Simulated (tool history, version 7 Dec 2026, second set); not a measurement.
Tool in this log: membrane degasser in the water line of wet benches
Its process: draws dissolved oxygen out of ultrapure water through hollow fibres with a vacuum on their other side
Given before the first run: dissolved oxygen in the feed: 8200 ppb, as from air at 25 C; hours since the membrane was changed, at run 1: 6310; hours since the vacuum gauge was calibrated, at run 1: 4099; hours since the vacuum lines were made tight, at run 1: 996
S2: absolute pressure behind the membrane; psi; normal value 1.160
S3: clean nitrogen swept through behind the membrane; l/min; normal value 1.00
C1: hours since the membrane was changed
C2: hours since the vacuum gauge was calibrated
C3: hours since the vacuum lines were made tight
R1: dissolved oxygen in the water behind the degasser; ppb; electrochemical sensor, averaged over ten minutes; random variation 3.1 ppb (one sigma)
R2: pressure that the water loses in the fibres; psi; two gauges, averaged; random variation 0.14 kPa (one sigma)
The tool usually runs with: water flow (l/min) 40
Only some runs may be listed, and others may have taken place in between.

run 1 hour=0.0 | water_flow_(l/min)=40 S2=1.160 S3=1.00 | C1=6310 C2=4099 C3=996 | R1=373.5 R2=4.160
run 2 hour=161.3 | water_flow_(l/min)=40 S2=2.308 S3=1.00 | C1=6471 C2=4260 C3=1157 | R1=924.5 R2=4.147
run 3 hour=397.0 | water_flow_(l/min)=40 S2=2.496 S3=1.00 | C1=6707 C2=4496 C3=1392 | R1=1006.1 R2=4.126
run 4 hour=596.1 | water_flow_(l/min)=40 S2=0.724 S3=1.00 | C1=6906 C2=4695 C3=1592 | R1=143.4 R2=4.132
run 5 hour=776.9 | water_flow_(l/min)=40 S2=0.724 S3=0.70 | C1=7087 C2=4876 C3=1772 | R1=189.9 R2=4.122
run 6 hour=938.4 | water_flow_(l/min)=40 S2=0.724 S3=0.70 | C1=7248 C2=5037 C3=1934 | R1=188.3 R2=4.118
-- hour=1057.4 vacuum gauge calibrated
run 7 hour=1106.3 | water_flow_(l/min)=40 S2=0.724 S3=0.70 | C1=7416 C2=49 C3=2101 | R1=187.6 R2=4.110
run 8 hour=1272.4 | water_flow_(l/min)=40 S2=0.724 S3=0.70 | C1=7582 C2=215 C3=2267 | R1=189.9 R2=4.132
run 9 hour=1489.2 | water_flow_(l/min)=40 S2=1.160 S3=1.00 | C1=7799 C2=432 C3=2484 | R1=372.8 R2=4.089
run 10 hour=1647.3 | water_flow_(l/min)=40 S2=1.247 S3=1.00 | C1=7957 C2=590 C3=2642 | R1=417.5 R2=4.070
run 11 hour=1778.9 | water_flow_(l/min)=40 S2=1.247 S3=1.00 | C1=8088 C2=722 C3=2774 | R1=411.7 R2=4.099
run 12 hour=1981.3 | water_flow_(l/min)=27 S2=0.844 S3=1.72 | C1=8291 C2=924 C3=2976 | R1=93.4 R2=2.737
-- hour=2007.0 membrane cartridge changed
run 13 hour=2166.2 | water_flow_(l/min)=40 S2=2.511 S3=2.49 | C1=159 C2=1105 C3=3157 | R1=501.1 R2=4.089
-- hour=2249.9 seals of the vacuum lines changed
run 14 hour=2268.0 | water_flow_(l/min)=40 S2=2.511 S3=2.49 | C1=259 C2=1205 C3=18 | R1=496.1 R2=4.068
run 15 hour=2457.2 | water_flow_(l/min)=40 S2=2.186 S3=0.78 | C1=448 C2=1394 C3=207 | R1=1048.2 R2=4.025
-- hour=2555.0 gauge calibrated
run 16 hour=2570.8 | water_flow_(l/min)=40 S2=2.186 S3=0.78 | C1=562 C2=1507 C3=321 | R1=1042.7 R2=4.168
run 17 hour=2814.4 | water_flow_(l/min)=30 S2=1.160 S3=1.00 | C1=805 C2=1751 C3=565 | R1=297.9 R2=3.099
run 18 hour=3017.0 | water_flow_(l/min)=50 S2=1.111 S3=1.00 | C1=1008 C2=1954 C3=767 | R1=414.1 R2=5.129
run 19 hour=3132.1 | water_flow_(l/min)=50 S2=1.111 S3=1.00 | C1=1123 C2=2069 C3=882 | R1=417.7 R2=5.181
run 20 hour=3241.8 | water_flow_(l/min)=50 S2=1.111 S3=1.00 | C1=1233 C2=2178 C3=992 | R1=416.4 R2=5.136
run 21 hour=3482.0 | water_flow_(l/min)=48 S2=2.727 S3=0.69 | C1=1473 C2=2419 C3=1232 | R1=1604.9 R2=4.969

3 ways to go on from here, each from the tool as it stands after run 21. What would each give?
run A hour=3686.2 | water_flow_(l/min)=42 S2=1.104 S3=0.45 | C1=1677 C2=2623 C3=1436 | R1=? R2=?
run B hour=3686.2 | water_flow_(l/min)=54 S2=1.160 S3=1.00 | C1=1677 C2=2623 C3=1436 | R1=? R2=?
run C hour=3686.2 | water_flow_(l/min)=46 S2=2.450 S3=0.67 | C1=1677 C2=2623 C3=1436 | R1=? R2=?

run=A R1=624.3 R2=4.277
run=B R1=477.4 R2=5.522
run=C R1=1445.5 R2=4.693
Stripped of hidden state, with their random variation kept, the same runs would have yielded:
run=A R1=623.8 R2=4.329
run=B R1=477.1 R2=5.588
run=C R1=1445.2 R2=4.750
